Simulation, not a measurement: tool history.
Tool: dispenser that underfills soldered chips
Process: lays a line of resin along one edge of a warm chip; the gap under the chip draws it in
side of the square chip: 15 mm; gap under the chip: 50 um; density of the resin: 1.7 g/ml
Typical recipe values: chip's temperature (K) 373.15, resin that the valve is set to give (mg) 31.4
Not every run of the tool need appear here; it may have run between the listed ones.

run,hour,chip's temperature (K),resin that the valve is set to give (mg),time until the resin shows at the far edge (s),resin that the valve gave (mg)
1,0,373.15,31.4,235.6,28.93
2,2.6,373.15,27.2,261.5,24.98
3,6.4,374.15,31.4,286.3,28.66
4,9.2,374.15,31.4,172.5,28.76
5,11.3,373.15,31.4,195.4,28.6
6,13.3,373.15,31.4,211.1,28.44
7,17.9,362.15,31.4,361.9,28.43
8,20.8,373.15,31.4,279.8,28.21
9,25.5,373.15,31.4,181.7,28.52
10,29.9,373.15,31.4,214,28.36
11,34.2,373.15,31.4,252.7,28.39
12,38,369.15,31.4,329.4,28.11
13,41.5,369.15,31.4,209.8,28.01
14,44.8,369.15,37,240.2,32.94
15,47.5,369.15,37,266.6,32.97
16,51.7,369.15,27.8,340.5,24.73
17,54.1,369.15,27.8,362.9,24.71
18,57,369.15,27.8,217,24.51
19,60.1,369.15,27.8,240.1,24.69
20,63.1,369.15,27.8,267.4,24.44
21,66.4,382.15,36.8,187.4,32.04
22,69.2,387.15,37.3,177.6,32.87
23,74,387.15,37.7,117,33.18
24,77.3,387.15,37.7,125.2,38.07
25,79.7,381.15,27.1,173.8,27.05
26,81.6,378.15,34.2,202.5,33.91
27,85.1,386.15,37.4,179.3,37.27
28,88.3,379.15,38.2,254.5,38.14
29,92.5,379.15,31.4,170.2,31.01
30,94.9,379.15,31.4,187.2,31.08
31,96.8,366.15,32.2,296.7,31.9
32,98.7,369.15,31.4,304.3,30.92
33,102.2,369.15,26.9,350.2,26.53
34,105.4,386.15,28.3,119.9,27.93
35,108.7,369.15,27.4,246.2,26.85
36,111.9,373.15,33.6,241.1,33.19

Taken out of this log: 8 entries between the listed runs. Where each belongs, and how the hidden state differs across it:
From run 3 to run 4: new syringe of resin (hour 9.2)
  resin's viscosity, % of fresh resin's: 165.2 -> 99.1; dose that the valve gives, % of what is set: 91.61 -> 91.45
  difference, measured minus the result without the unlogged condition, time until the resin shows at the far edge (s): +112 -> -2.6; resin that the valve gave (mg): -2.62 -> -2.69
From run 8 to run 9: new syringe of resin (hour 25)
  resin's viscosity, % of fresh resin's: 156.3 -> 100.3; dose that the valve gives, % of what is set: 90.68 -> 90.4; true chip temperature over the reading, C: 0.56 -> 0.57
  difference, measured minus the result without the unlogged condition, time until the resin shows at the far edge (s): +99.9 -> -0.4; resin that the valve gave (mg): -2.91 -> -3.02
From run 12 to run 13: new syringe of resin (hour 40.6)
  resin's viscosity, % of fresh resin's: 164.2 -> 104.1; dose that the valve gives, % of what is set: 89.58 -> 89.38; true chip temperature over the reading, C: 0.61 -> 0.62
  difference, measured minus the result without the unlogged condition, time until the resin shows at the far edge (s): +127.6 -> +7.2; resin that the valve gave (mg): -3.26 -> -3.33
From run 17 to run 18: new syringe of resin (hour 56.5)
  resin's viscosity, % of fresh resin's: 171.2 -> 100.1; dose that the valve gives, % of what is set: 88.58 -> 88.41; true chip temperature over the reading, C: 0.65 -> 0.66
  difference, measured minus the result without the unlogged condition, time until the resin shows at the far edge (s): +152.4 -> +1.9; resin that the valve gave (mg): -3.18 -> -3.23
From run 22 to run 23: new syringe of resin (hour 72.3)
  resin's viscosity, % of fresh resin's: 162.1 -> 104.8; dose that the valve gives, % of what is set: 87.59 -> 87.3; true chip temperature over the reading, C: 0.7 -> 0.71
  difference, measured minus the result without the unlogged condition, time until the resin shows at the far edge (s): +66.4 -> +3.7; resin that the valve gave (mg): -4.66 -> -4.81
From run 23 to run 24: dispensing valve cleaned and set on the balance (hour 77.2)
  resin's viscosity, % of fresh resin's: 104.8 -> 114.9; dose that the valve gives, % of what is set: 87.3 -> 100.23; true chip temperature over the reading, C: 0.71 -> 0.72
  difference, measured minus the result without the unlogged condition, time until the resin shows at the far edge (s): +3.7 -> +13.8; resin that the valve gave (mg): -4.81 -> +0.08
From run 28 to run 29: new syringe of resin (hour 88.9)
  resin's viscosity, % of fresh resin's: 176.8 -> 115.9; dose that the valve gives, % of what is set: 99.52 -> 99.27; true chip temperature over the reading, C: 0.74 -> 0.76
  difference, measured minus the result without the unlogged condition, time until the resin shows at the far edge (s): +106.8 -> +19.9; resin that the valve gave (mg): -0.19 -> -0.23
From run 33 to run 34: new syringe of resin (hour 104.6)
  resin's viscosity, % of fresh resin's: 169.9 -> 103.6; dose that the valve gives, % of what is set: 98.66 -> 98.48; true chip temperature over the reading, C: 0.78 -> 0.79
  difference, measured minus the result without the unlogged condition, time until the resin shows at the far edge (s): +139.3 -> +1.5; resin that the valve gave (mg): -0.36 -> -0.43

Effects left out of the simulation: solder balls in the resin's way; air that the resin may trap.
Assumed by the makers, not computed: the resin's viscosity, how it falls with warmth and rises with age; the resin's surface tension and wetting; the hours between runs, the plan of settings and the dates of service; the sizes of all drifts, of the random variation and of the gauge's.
